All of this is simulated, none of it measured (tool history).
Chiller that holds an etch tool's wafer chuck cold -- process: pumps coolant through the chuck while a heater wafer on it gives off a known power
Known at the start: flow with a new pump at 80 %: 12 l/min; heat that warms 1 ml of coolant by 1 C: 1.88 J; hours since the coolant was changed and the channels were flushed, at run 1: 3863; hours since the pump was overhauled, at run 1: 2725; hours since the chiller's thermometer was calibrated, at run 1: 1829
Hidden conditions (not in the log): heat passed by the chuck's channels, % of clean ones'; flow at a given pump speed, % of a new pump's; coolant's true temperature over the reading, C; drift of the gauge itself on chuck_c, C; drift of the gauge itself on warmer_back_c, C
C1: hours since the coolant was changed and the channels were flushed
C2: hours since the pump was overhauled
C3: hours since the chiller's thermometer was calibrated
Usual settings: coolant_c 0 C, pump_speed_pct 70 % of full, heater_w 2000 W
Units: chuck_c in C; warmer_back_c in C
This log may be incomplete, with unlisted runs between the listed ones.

run 1 day=0.000 | coolant_c=0 pump_speed_pct=70 heater_w=2000 | C1=3863 C2=2725 C3=1829 | chuck_c=18.2 warmer_back_c=6.40
run 2 day=3.658 | coolant_c=0 pump_speed_pct=70 heater_w=2584 | C1=3951 C2=2813 C3=1916 | chuck_c=23.5 warmer_back_c=8.31
run 3 day=6.154 | coolant_c=0 pump_speed_pct=70 heater_w=2000 | C1=4010 C2=2873 C3=1976 | chuck_c=18.2 warmer_back_c=6.39
run 4 day=10.383 | coolant_c=0 pump_speed_pct=70 heater_w=2000 | C1=4112 C2=2974 C3=2078 | chuck_c=18.1 warmer_back_c=6.46
run 5 day=14.446 | coolant_c=0 pump_speed_pct=70 heater_w=2000 | C1=4209 C2=3072 C3=2175 | chuck_c=18.4 warmer_back_c=6.46
run 6 day=19.496 | coolant_c=0 pump_speed_pct=70 heater_w=2000 | C1=4331 C2=3193 C3=2296 | chuck_c=18.4 warmer_back_c=6.52
run 7 day=22.054 | coolant_c=0 pump_speed_pct=70 heater_w=2000 | C1=4392 C2=3254 C3=2358 | chuck_c=18.3 warmer_back_c=6.47
run 8 day=26.662 | coolant_c=0 pump_speed_pct=70 heater_w=2000 | C1=4503 C2=3365 C3=2469 | chuck_c=18.5 warmer_back_c=6.55
run 9 day=29.875 | coolant_c=0 pump_speed_pct=70 heater_w=1653 | C1=4580 C2=3442 C3=2546 | chuck_c=15.4 warmer_back_c=5.33
run 10 day=33.275 | coolant_c=0 pump_speed_pct=70 heater_w=1653 | C1=4661 C2=3523 C3=2627 | chuck_c=15.3 warmer_back_c=5.34
run 11 day=39.271 | coolant_c=0 pump_speed_pct=70 heater_w=1653 | C1=4805 C2=3667 C3=2771 | chuck_c=15.5 warmer_back_c=5.42
run 12 day=42.042 | coolant_c=0 pump_speed_pct=70 heater_w=2000 | C1=4872 C2=3734 C3=2838 | chuck_c=18.8 warmer_back_c=6.58
run 13 day=48.083 | coolant_c=0 pump_speed_pct=70 heater_w=2000 | C1=5017 C2=3879 C3=2983 | chuck_c=18.8 warmer_back_c=6.56
run 14 day=52.254 | coolant_c=0 pump_speed_pct=70 heater_w=2000 | C1=5117 C2=3979 C3=3083 | chuck_c=19.0 warmer_back_c=6.51
run 15 day=56.229 | coolant_c=0 pump_speed_pct=70 heater_w=1114 | C1=5212 C2=4074 C3=3178 | chuck_c=10.8 warmer_back_c=3.66
run 16 day=58.962 | coolant_c=0 pump_speed_pct=70 heater_w=2000 | C1=5278 C2=4140 C3=3244 | chuck_c=19.0 warmer_back_c=6.56
run 17 day=62.079 | coolant_c=-9 pump_speed_pct=92 heater_w=2000 | C1=5353 C2=4215 C3=3318 | chuck_c=6.3 warmer_back_c=4.79
run 18 day=66.229 | coolant_c=-2 pump_speed_pct=65 heater_w=2000 | C1=5452 C2=4314 C3=3418 | chuck_c=18.4 warmer_back_c=7.21
run 19 day=70.850 | coolant_c=-2 pump_speed_pct=65 heater_w=2749 | C1=5563 C2=4425 C3=3529 | chuck_c=25.7 warmer_back_c=9.91
run 20 day=75.758 | coolant_c=-2 pump_speed_pct=65 heater_w=2749 | C1=5681 C2=4543 C3=3647 | chuck_c=26.0 warmer_back_c=9.87
run 21 day=78.271 | coolant_c=-2 pump_speed_pct=65 heater_w=2749 | C1=5741 C2=4603 C3=3707 | chuck_c=26.3 warmer_back_c=9.81
run 22 day=84.283 | coolant_c=0 pump_speed_pct=85 heater_w=1697 | C1=5885 C2=4748 C3=3851 | chuck_c=14.0 warmer_back_c=4.53
run 23 day=86.779 | coolant_c=-8 pump_speed_pct=85 heater_w=2131 | C1=5945 C2=4808 C3=3911 | chuck_c=9.9 warmer_back_c=5.68
run 24 day=90.108 | coolant_c=-1 pump_speed_pct=92 heater_w=1401 | C1=6025 C2=4887 C3=3991 | chuck_c=10.1 warmer_back_c=3.39
run 25 day=94.633 | coolant_c=-3 pump_speed_pct=92 heater_w=1126 | C1=6134 C2=4996 C3=4100 | chuck_c=6.0 warmer_back_c=2.76
run 26 day=100.629 | coolant_c=-1 pump_speed_pct=75 heater_w=1258 | C1=6278 C2=5140 C3=4244 | chuck_c=10.9 warmer_back_c=3.85
run 27 day=105.367 | coolant_c=-1 pump_speed_pct=78 heater_w=1005 | C1=6392 C2=5254 C3=4357 | chuck_c=8.1 warmer_back_c=2.95
run 28 day=108.988 | coolant_c=-1 pump_speed_pct=78 heater_w=1005 | C1=6478 C2=5341 C3=4444 | chuck_c=8.4 warmer_back_c=3.00
run 29 day=113.846 | coolant_c=-3 pump_speed_pct=77 heater_w=1005 | C1=6595 C2=5457 C3=4561 | chuck_c=6.5 warmer_back_c=3.02
run 30 day=118.133 | coolant_c=-3 pump_speed_pct=77 heater_w=1005 | C1=6698 C2=5560 C3=4664 | chuck_c=6.4 warmer_back_c=3.04
-- day=119.946 chiller's thermometer calibrated
run 31 day=122.258 | coolant_c=-2 pump_speed_pct=70 heater_w=1562 | C1=6796 C2=5658 C3=56 | chuck_c=13.7 warmer_back_c=5.30
run 32 day=124.904 | coolant_c=-2 pump_speed_pct=70 heater_w=1562 | C1=6859 C2=5722 C3=119 | chuck_c=13.6 warmer_back_c=5.36

Pick out some run-to-run changes in chuck_c. Of each, how much would a tool without hidden state show as well, from the settings, what came in and chance, and how much is left for the hidden state and any gauge scatter not in both results compared?
Run 14 -> 15: heater_w 2000 -> 1114. chuck_c -8.2 C: hidden state -1.0, all else -7.2.
Run 15 -> 16: heater_w 1114 -> 2000. chuck_c +8.2 C: hidden state +1.1, all else +7.1.
Run 16 -> 17: coolant_c 0 -> -9, pump_speed_pct 70 -> 92. chuck_c -12.7 C: hidden state -0.5, all else -12.2.
Run 17 -> 18: coolant_c -9 -> -2, pump_speed_pct 92 -> 65. chuck_c +12.1 C: hidden state +0.8, all else +11.3.
Run 21 -> 22: coolant_c -2 -> 0, pump_speed_pct 65 -> 85, heater_w 2749 -> 1697. chuck_c -12.3 C: hidden state -1.8, all else -10.5.
